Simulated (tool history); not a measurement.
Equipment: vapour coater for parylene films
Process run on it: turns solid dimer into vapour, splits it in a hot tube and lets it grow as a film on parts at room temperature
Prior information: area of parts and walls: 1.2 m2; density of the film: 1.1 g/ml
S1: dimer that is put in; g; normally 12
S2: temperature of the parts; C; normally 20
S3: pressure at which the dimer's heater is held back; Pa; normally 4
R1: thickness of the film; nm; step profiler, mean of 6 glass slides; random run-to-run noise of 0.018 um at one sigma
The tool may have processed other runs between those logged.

| run | day | S1 | S2 | S3 | R1 |
|---|---|---|---|---|---|
| 1 | 0 | 12 | 20 | 4 | 4390 |
| 2 | 0.567 | 12 | 20 | 11.02 | 4140 |
| 3 | 1.25 | 12 | 29 | 4 | 2860 |
| 4 | 2.246 | 12 | 29 | 4 | 2880 |
| 5 | 3.258 | 12 | 20 | 4 | 4450 |
| 6 | 4.046 | 13 | 20 | 3.71 | 4780 |
| 7 | 5.012 | 7 | 19 | 10.17 | 2540 |
| 8 | 5.829 | 7 | 19 | 10.17 | 2560 |
| 9 | 6.408 | 12 | 15 | 4 | 5600 |
| 10 | 7.067 | 11 | 13 | 5.93 | 5540 |

Alternative continuations, all from the tool just after run 10; predict every row:
| A | 7.954 | 20 | 14 | 4 | ? |
| B | 7.954 | 6 | 19 | 5.93 | ? |
| C | 7.954 | 13 | 18 | 5.91 | ? |
| D | 7.954 | 11 | 14 | 2.74 | ? |
| E | 7.954 | 17 | 20 | 7.44 | ? |

| run | R1 |
|---|---|
| A | 9830 |
| B | 2250 |
| C | 5150 |
| D | 5500 |
| E | 5970 |
Had the tool no hidden state, the same runs would have come out as:
| run | R1 |
|---|---|
| A | 9830 |
| B | 2250 |
| C | 5150 |
| D | 5510 |
| E | 5980 |
